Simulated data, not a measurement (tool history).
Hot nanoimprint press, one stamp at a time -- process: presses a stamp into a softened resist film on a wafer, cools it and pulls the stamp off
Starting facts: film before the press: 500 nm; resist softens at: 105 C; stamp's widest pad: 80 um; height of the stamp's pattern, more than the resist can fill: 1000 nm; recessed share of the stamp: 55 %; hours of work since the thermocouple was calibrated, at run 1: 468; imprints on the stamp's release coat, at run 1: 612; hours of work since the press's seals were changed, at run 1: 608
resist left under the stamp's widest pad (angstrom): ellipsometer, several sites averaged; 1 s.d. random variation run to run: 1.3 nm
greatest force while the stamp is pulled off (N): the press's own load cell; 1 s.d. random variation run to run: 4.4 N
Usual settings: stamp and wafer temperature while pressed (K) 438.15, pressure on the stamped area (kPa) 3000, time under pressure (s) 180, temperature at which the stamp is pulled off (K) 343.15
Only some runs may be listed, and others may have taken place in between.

| run | hour | stamp and wafer temperature while pressed (K) | pressure on the stamped area (kPa) | time under pressure (s) | temperature at which the stamp is pulled off (K) | hours of work since the thermocouple was calibrated | imprints on the stamp's release coat | hours of work since the press's seals were changed | resist left under the stamp's widest pad (angstrom) | greatest force while the stamp is pulled off (N) |
|---|---|---|---|---|---|---|---|---|---|---|
| 1 | 0.0 | 438.15 | 3000 | 180 | 343.15 | 468 | 612 | 608 | 2677 | 272 |
|  | 15.2 | plate thermocouple calibrated |
| 2 | 17.5 | 438.15 | 3000 | 180 | 330.15 | 2 | 659 | 619 | 2800 | 352 |
| 3 | 40.0 | 438.15 | 3000 | 180 | 330.15 | 18 | 732 | 636 | 2809 | 352 |
| 4 | 57.6 | 438.15 | 3000 | 180 | 330.15 | 31 | 788 | 649 | 2803 | 362 |
| 5 | 74.5 | 438.15 | 3120 | 180 | 343.15 | 44 | 843 | 661 | 2778 | 287 |
| 6 | 95.8 | 438.15 | 3000 | 180 | 343.15 | 60 | 912 | 677 | 2805 | 313 |
| 7 | 109.7 | 438.15 | 3000 | 180 | 343.15 | 70 | 957 | 687 | 2848 | 321 |
|  | 132.7 | plate thermocouple calibrated, once more |
| 8 | 133.7 | 438.15 | 3000 | 295 | 343.15 | 1 | 1025 | 703 | 2071 | 308 |
| 9 | 152.8 | 445.15 | 3000 | 193 | 343.15 | 15 | 1087 | 717 | 1593 | 304 |
| 10 | 170.4 | 427.15 | 3000 | 180 | 329.15 | 28 | 1144 | 730 | 4206 | 391 |
| 11 | 191.1 | 427.15 | 3000 | 180 | 329.15 | 43 | 1211 | 745 | 4170 | 395 |
|  | 209.2 | stamp cleaned and given a new release coat |
| 12 | 209.2 | 443.15 | 3210 | 193 | 341.15 | 52 | 0 | 754 | 1754 | 227 |
| 13 | 226.1 | 428.15 | 3210 | 193 | 349.15 | 65 | 54 | 767 | 3964 | 192 |
| 14 | 249.0 | 441.15 | 2210 | 108 | 331.15 | 82 | 129 | 784 | 2893 | 270 |
| 15 | 263.0 | 437.15 | 3790 | 104 | 341.15 | 92 | 174 | 794 | 2987 | 236 |

Table of differences, measured result less the result of that run with no hidden state. Run-to-run variation is the same in both. Gauge scatter possibly is not:
Unlogged tool condition in this case: true temperature over the reading, C; pressure that arrives at the usual setting, %; grip of the stamp's worn release coat, % over a new coat's; drift of the gauge itself on residual_nm, %; drift of the gauge itself on pull_off_n, %.
| run | resist left under the stamp's widest pad (angstrom) | greatest force while the stamp is pulled off (N) |
|---|---|---|
| 1 | +229 | +60 |
| 2 | +346 | +83 |
| 3 | +355 | +90 |
| 4 | +359 | +97 |
| 5 | +367 | +83 |
| 6 | +372 | +95 |
| 7 | +381 | +101 |
| 8 | +47 | +93 |
| 9 | +43 | +97 |
| 10 | +48 | +128 |
| 11 | +54 | +135 |
| 12 | +63 | +1 |
| 13 | +75 | +5 |
| 14 | +75 | +14 |
| 15 | +115 | +16 |
